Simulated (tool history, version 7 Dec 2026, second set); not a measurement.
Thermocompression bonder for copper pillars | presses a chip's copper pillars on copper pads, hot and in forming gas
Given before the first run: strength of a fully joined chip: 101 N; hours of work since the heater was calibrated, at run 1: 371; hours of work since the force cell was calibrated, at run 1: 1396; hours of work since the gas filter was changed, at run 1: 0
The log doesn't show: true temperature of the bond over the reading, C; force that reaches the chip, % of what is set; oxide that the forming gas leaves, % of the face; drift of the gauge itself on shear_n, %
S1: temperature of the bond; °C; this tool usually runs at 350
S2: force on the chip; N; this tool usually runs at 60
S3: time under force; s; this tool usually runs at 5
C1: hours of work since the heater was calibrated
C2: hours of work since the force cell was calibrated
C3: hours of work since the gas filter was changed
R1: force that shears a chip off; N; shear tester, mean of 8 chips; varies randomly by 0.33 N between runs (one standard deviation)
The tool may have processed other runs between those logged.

run     day   S1  S2  S3   C1    C2   C3    R1
  1   0.000  350  60   5  371  1396    0  51.4
  2   2.942  350  60   5  413  1438   42  50.9
  3   5.683  350  60   5  453  1478   82  50.7
  4   8.108  352  60   5  488  1513  117  50.8
  5   9.896  352  60   5  513  1538  142  50.9
  6  11.517  352  60   5  537  1562  166  51.1
  7  13.742  350  60   5  569  1594  198  49.5
  8  17.183  350  60   5  618  1643  247  50.0
  9  19.688  350  60   5  654  1679  283  50.1
 10  22.479  350  60   5  694  1719  323  50.1
 11  25.708  350  60   5  741  1766  370  48.8
 12  27.783  378  64   5  770  1796  399  66.1
 13  30.871  350  44  12  815  1840  444  52.5
 14  32.567  341  52   3  839  1864  468  32.2
     33.712  -- forming gas filter changed
 15  35.046  361  82   5  875  1900   19  70.2

The next listed run, before its measurement:
 16  37.033  350  47   5  903  1928  48   ?

R1: 43.4 N
If the tool had no hidden condition, the same run with the same run-to-run variation would have returned R1 41.3 N.
